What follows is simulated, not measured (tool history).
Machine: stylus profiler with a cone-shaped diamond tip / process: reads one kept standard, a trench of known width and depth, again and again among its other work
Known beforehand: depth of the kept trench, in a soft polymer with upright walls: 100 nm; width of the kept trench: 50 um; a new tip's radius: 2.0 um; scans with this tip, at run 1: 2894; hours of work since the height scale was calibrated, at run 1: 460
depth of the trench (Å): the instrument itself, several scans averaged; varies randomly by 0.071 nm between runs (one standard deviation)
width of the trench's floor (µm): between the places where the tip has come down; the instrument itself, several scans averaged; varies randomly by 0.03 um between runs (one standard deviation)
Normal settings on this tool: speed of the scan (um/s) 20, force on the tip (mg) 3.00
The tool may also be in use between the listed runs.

| run | hour | speed of the scan (um/s) | force on the tip (mg) | scans with this tip | hours of work since the height scale was calibrated | depth of the trench (Å) | width of the trench's floor (µm) |
|---|---|---|---|---|---|---|---|
| 1 | 0.0 | 20 | 3.00 | 2894 | 460 | 1011.9 | 48.50 |
| 2 | 19.6 | 20 | 3.00 | 2948 | 469 | 1012.1 | 48.58 |
| 3 | 35.7 | 20 | 3.00 | 2991 | 476 | 1012.3 | 48.50 |
| 4 | 48.2 | 20 | 2.55 | 3025 | 481 | 1011.3 | 48.59 |
| 5 | 73.7 | 61 | 3.00 | 3095 | 492 | 1012.2 | 48.40 |
| 6 | 93.0 | 20 | 3.00 | 3147 | 501 | 1012.2 | 48.57 |
| 7 | 105.5 | 20 | 3.00 | 3181 | 506 | 1010.7 | 48.55 |
| 8 | 125.0 | 20 | 3.00 | 3234 | 514 | 1010.4 | 48.56 |
| 9 | 145.8 | 60 | 3.00 | 3291 | 523 | 1011.5 | 48.35 |
| 10 | 170.6 | 60 | 3.00 | 3358 | 534 | 1010.0 | 48.40 |
| 11 | 184.3 | 60 | 3.00 | 3396 | 540 | 1010.1 | 48.37 |
| 12 | 202.9 | 34 | 1.17 | 3446 | 548 | 1004.5 | 48.37 |
| 13 | 220.9 | 26 | 2.86 | 3495 | 556 | 1010.8 | 48.50 |
| 14 | 246.7 | 16 | 1.40 | 3565 | 567 | 1005.4 | 48.55 |
| 15 | 260.9 | 16 | 1.40 | 3604 | 573 | 1005.6 | 48.53 |
| 16 | 274.5 | 30 | 3.00 | 3641 | 579 | 1010.5 | 48.45 |
| 17 | 290.1 | 30 | 3.00 | 3684 | 586 | 1011.4 | 48.47 |
| 18 | 313.1 | 20 | 3.60 | 3746 | 596 | 1011.7 | 48.54 |
| 19 | 335.5 | 20 | 3.60 | 3807 | 605 | 1012.3 | 48.49 |
| 20 | 356.5 | 35 | 3.60 | 3864 | 615 | 1013.5 | 48.44 |
| 21 | 382.2 | 35 | 3.60 | 3934 | 626 | 1013.2 | 48.46 |
| 22 | 403.1 | 53 | 8.69 | 3991 | 635 | 1024.9 | 48.49 |

Here are 5 independent what-if runs from the current tool condition. What would each one return?
| A | 423.6 | 7 | 8.69 | 4047 | 644 | ? | ? |
| B | 423.6 | 8 | 1.01 | 4047 | 644 | ? | ? |
| C | 423.6 | 35 | 6.87 | 4047 | 644 | ? | ? |
| D | 423.6 | 11 | 4.30 | 4047 | 644 | ? | ? |
| E | 423.6 | 48 | 1.37 | 4047 | 644 | ? | ? |

| run | depth of the trench (Å) | width of the trench's floor (µm) |
|---|---|---|
| A | 1024.7 | 48.54 |
| B | 1004.5 | 48.51 |
| C | 1020.0 | 48.46 |
| D | 1015.0 | 48.58 |
| E | 1004.5 | 48.31 |
Take away the tool's hidden state, keep each run's random variation, and the runs would have read:
| run | depth of the trench (Å) | width of the trench's floor (µm) |
|---|---|---|
| A | 1027.5 | 48.69 |
| B | 1007.3 | 48.66 |
| C | 1022.8 | 48.60 |
| D | 1017.7 | 48.73 |
| E | 1007.2 | 48.45 |
